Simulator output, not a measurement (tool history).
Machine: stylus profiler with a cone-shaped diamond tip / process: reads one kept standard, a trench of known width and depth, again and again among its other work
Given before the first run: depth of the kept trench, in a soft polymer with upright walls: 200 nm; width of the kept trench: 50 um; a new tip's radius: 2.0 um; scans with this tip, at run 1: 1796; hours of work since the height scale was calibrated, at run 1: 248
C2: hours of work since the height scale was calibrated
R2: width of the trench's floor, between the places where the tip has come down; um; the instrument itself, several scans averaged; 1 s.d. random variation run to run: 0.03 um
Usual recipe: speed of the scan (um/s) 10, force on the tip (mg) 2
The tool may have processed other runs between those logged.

run 1 hour=0 | speed_of_the_scan_(um/s)=10 force_on_the_tip_(mg)=2 | scans_with_this_tip=1796 C2=248 | depth_of_the_trench_(nm)=200.93 R2=48.15
run 2 hour=24.6 | speed_of_the_scan_(um/s)=10 force_on_the_tip_(mg)=2 | scans_with_this_tip=1930 C2=266 | depth_of_the_trench_(nm)=200.93 R2=48.15
run 3 hour=46.3 | speed_of_the_scan_(um/s)=5 force_on_the_tip_(mg)=2 | scans_with_this_tip=2049 C2=283 | depth_of_the_trench_(nm)=200.9 R2=48.12
run 4 hour=58.2 | speed_of_the_scan_(um/s)=5 force_on_the_tip_(mg)=2 | scans_with_this_tip=2114 C2=292 | depth_of_the_trench_(nm)=200.69 R2=48.15
-- hour=60.3 height scale calibrated on a step standard
run 5 hour=71.9 | speed_of_the_scan_(um/s)=35 force_on_the_tip_(mg)=2 | scans_with_this_tip=2186 C2=9 | depth_of_the_trench_(nm)=200.73 R2=48.02
run 6 hour=83.9 | speed_of_the_scan_(um/s)=35 force_on_the_tip_(mg)=2 | scans_with_this_tip=2252 C2=18 | depth_of_the_trench_(nm)=200.6 R2=48
run 7 hour=104.5 | speed_of_the_scan_(um/s)=5 force_on_the_tip_(mg)=1.17 | scans_with_this_tip=2364 C2=33 | depth_of_the_trench_(nm)=200.21 R2=48.14
-- hour=107.3 height scale calibrated on a step standard, once more
run 8 hour=130.4 | speed_of_the_scan_(um/s)=4 force_on_the_tip_(mg)=1.36 | scans_with_this_tip=2503 C2=17 | depth_of_the_trench_(nm)=200.95 R2=48.15
run 9 hour=156.6 | speed_of_the_scan_(um/s)=8 force_on_the_tip_(mg)=1.76 | scans_with_this_tip=2646 C2=37 | depth_of_the_trench_(nm)=201.12 R2=48.08
run 10 hour=172.3 | speed_of_the_scan_(um/s)=10 force_on_the_tip_(mg)=0.81 | scans_with_this_tip=2731 C2=49 | depth_of_the_trench_(nm)=200.73 R2=48.06
run 11 hour=192.9 | speed_of_the_scan_(um/s)=9 force_on_the_tip_(mg)=3.82 | scans_with_this_tip=2844 C2=65 | depth_of_the_trench_(nm)=201.8 R2=48.16
run 12 hour=205.9 | speed_of_the_scan_(um/s)=9 force_on_the_tip_(mg)=3.82 | scans_with_this_tip=2915 C2=74 | depth_of_the_trench_(nm)=201.83 R2=48.12

Consider 4 possible next runs. They are alternatives, not a sequence: every one starts from the tool as it was left by run 12. What does each give?
run A hour=222.2 | speed_of_the_scan_(um/s)=12 force_on_the_tip_(mg)=2 | scans_with_this_tip=3004 C2=87 | depth_of_the_trench_(nm)=? R2=?
run B hour=222.2 | speed_of_the_scan_(um/s)=2 force_on_the_tip_(mg)=1.71 | scans_with_this_tip=3004 C2=87 | depth_of_the_trench_(nm)=? R2=?
run C hour=222.2 | speed_of_the_scan_(um/s)=2 force_on_the_tip_(mg)=3.82 | scans_with_this_tip=3004 C2=87 | depth_of_the_trench_(nm)=? R2=?
run D hour=222.2 | speed_of_the_scan_(um/s)=3 force_on_the_tip_(mg)=3.02 | scans_with_this_tip=3004 C2=87 | depth_of_the_trench_(nm)=? R2=?

run=A depth_of_the_trench_(nm)=201.25 R2=48.15
run=B depth_of_the_trench_(nm)=201.16 R2=48.09
run=C depth_of_the_trench_(nm)=202.02 R2=48.1
run=D depth_of_the_trench_(nm)=201.62 R2=48.14
The same runs, with their run-to-run variation unchanged, on a tool lacking any hidden condition would have given:
run=A depth_of_the_trench_(nm)=201.29 R2=48.27
run=B depth_of_the_trench_(nm)=201.19 R2=48.21
run=C depth_of_the_trench_(nm)=202.06 R2=48.22
run=D depth_of_the_trench_(nm)=201.65 R2=48.26
